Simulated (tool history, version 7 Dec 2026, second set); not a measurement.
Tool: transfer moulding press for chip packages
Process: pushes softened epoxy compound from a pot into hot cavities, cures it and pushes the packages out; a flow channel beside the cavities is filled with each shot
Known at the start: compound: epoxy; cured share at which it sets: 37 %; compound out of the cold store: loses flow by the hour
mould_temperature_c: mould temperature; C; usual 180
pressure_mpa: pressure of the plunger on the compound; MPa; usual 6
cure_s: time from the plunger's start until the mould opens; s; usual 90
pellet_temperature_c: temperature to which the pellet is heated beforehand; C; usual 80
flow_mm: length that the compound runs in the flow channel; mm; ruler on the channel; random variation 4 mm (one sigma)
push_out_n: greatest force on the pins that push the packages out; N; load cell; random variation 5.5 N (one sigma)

run   hour  mould_temperature_c  pressure_mpa  cure_s  pellet_temperature_c  incoming compound's hours out of the cold store  flow_mm  push_out_n
  1      0                  180             6      90                    80                                             29.6      780         191
  2   41.4                  180             6      90                    80                                               15      834         199
  3   83.8                  180             6      90                    80                                             40.2      745         186
  4    110                  180             6      90                    80                                             11.7      828         202
  5  164.1                  180             6      90                    80                                             42.3      738         188
  6  213.9                  180             6      90                    80                                               26      784         197
  7  263.6                  178             6      90                    80                                             15.8      833         216
  8  300.7                  178             6      90                    80                                             18.1      822         206
  9  337.5                  178             6      90                    80                                             24.7      801         210
 10  383.6                  180          4.56      90                    80                                             46.2      633         198
 11  430.7                  180             6      90                    80                                             21.9      801         188
 12  455.1                  180             6      90                    80                                             46.2      728         185
 13  476.9                  180             6      77                    80                                             23.8      798         256
 14  499.2                  180          4.71      90                    80                                             44.5      648         180
 15  525.1                  180          4.71      90                    80                                             42.7      654         191
 16    557                  180          4.71      90                    80                                             40.7      661         196
 17  597.7                  180          4.71      90                    80                                             19.5      721         202
 18  625.6                  180          6.37     122                    80                                             34.3      787         150
 19  669.7                  180             6      90                    71                                              9.2      855         191
 20  702.4                  180             6      90                    71                                             44.5      738         183
 21  738.6                  173          4.82      90                    80                                             26.7      731         279
 22  779.9                  172          6.55      90                    80                                             26.9      852         296
 23  821.6                  180          6.64      90                    80                                             34.2      805         189
 24  862.7                  184          6.04      91                    80                                             15.1      811         167
 25  898.8                  184          6.04      91                    80                                             26.8      776         171
 26  930.5                  174          6.04     115                    80                                             26.2      811         177
 27  961.5                  177          5.81      80                    74                                               28      788         272

Taken out of this log: 17 entries between the listed runs. Where each belongs, and how the hidden state differs across it:
Between runs 2 and 3: cavities cleaned with cleaning compound and waxed (hour 55.4)
  pressure that reaches the compound, % of what is set: 99.92 -> 99.9; grip of the stained cavities, % over clean ones': 1.3 -> 0.8
Between runs 3 and 4: plunger's sealing rings changed (hour 108.3)
  pressure that reaches the compound, % of what is set: 99.9 -> 100; grip of the stained cavities, % over clean ones': 0.8 -> 1.2
Between runs 4 and 5: cavities cleaned with cleaning compound and waxed (hour 133.4)
  pressure that reaches the compound, % of what is set: 100 -> 99.97; grip of the stained cavities, % over clean ones': 1.2 -> 0.8
Between runs 5 and 6: mould's thermocouples calibrated (hour 173.1); cavities cleaned with cleaning compound and waxed (hour 211)
  true mould temperature over the reading, C: -0.02 -> -0.01; pressure that reaches the compound, % of what is set: 99.97 -> 99.96; grip of the stained cavities, % over clean ones': 0.8 -> 0.1
Between runs 7 and 8: cavities cleaned with cleaning compound and waxed (hour 286.1)
  pressure that reaches the compound, % of what is set: 99.94 -> 99.92; grip of the stained cavities, % over clean ones': 1.1 -> 0.4
Between runs 8 and 9: plunger's sealing rings changed (hour 333)
  pressure that reaches the compound, % of what is set: 99.92 -> 99.99; grip of the stained cavities, % over clean ones': 0.4 -> 1.1
Between runs 9 and 10: cavities cleaned with cleaning compound and waxed (hour 364.7)
  pressure that reaches the compound, % of what is set: 99.99 -> 99.97; grip of the stained cavities, % over clean ones': 1.1 -> 0.5
Between runs 11 and 12: cavities cleaned with cleaning compound and waxed (hour 440.5)
  pressure that reaches the compound, % of what is set: 99.95 -> 99.94; grip of the stained cavities, % over clean ones': 1.3 -> 0.4
Between runs 14 and 15: cavities cleaned with cleaning compound and waxed (hour 518.3)
  true mould temperature over the reading, C: -0.01 -> -0.02; pressure that reaches the compound, % of what is set: 99.92 -> 99.91; grip of the stained cavities, % over clean ones': 1.2 -> 0.2
Between runs 15 and 16: plunger's sealing rings changed (hour 555)
  pressure that reaches the compound, % of what is set: 99.91 -> 100; grip of the stained cavities, % over clean ones': 0.2 -> 0.9
Between runs 16 and 17: cavities cleaned with cleaning compound and waxed (hour 595.3)
  pressure that reaches the compound, % of what is set: 100 -> 99.98; grip of the stained cavities, % over clean ones': 0.9 -> 0.1
Between runs 18 and 19: cavities cleaned with cleaning compound and waxed (hour 669.7)
  pressure that reaches the compound, % of what is set: 99.97 -> 99.95; grip of the stained cavities, % over clean ones': 0.7 -> 0
Between runs 21 and 22: cavities cleaned with cleaning compound and waxed (hour 744.5); plunger's sealing rings changed (hour 777.4)
  pressure that reaches the compound, % of what is set: 99.92 -> 100; grip of the stained cavities, % over clean ones': 1.3 -> 0.8
Between runs 22 and 23: cavities cleaned with cleaning compound and waxed (hour 821.6)
  pressure that reaches the compound, % of what is set: 100 -> 99.98; grip of the stained cavities, % over clean ones': 0.8 -> 0
Between runs 24 and 25: cavities cleaned with cleaning compound and waxed (hour 898.8)
  pressure that reaches the compound, % of what is set: 99.96 -> 99.95; grip of the stained cavities, % over clean ones': 0.9 -> 0

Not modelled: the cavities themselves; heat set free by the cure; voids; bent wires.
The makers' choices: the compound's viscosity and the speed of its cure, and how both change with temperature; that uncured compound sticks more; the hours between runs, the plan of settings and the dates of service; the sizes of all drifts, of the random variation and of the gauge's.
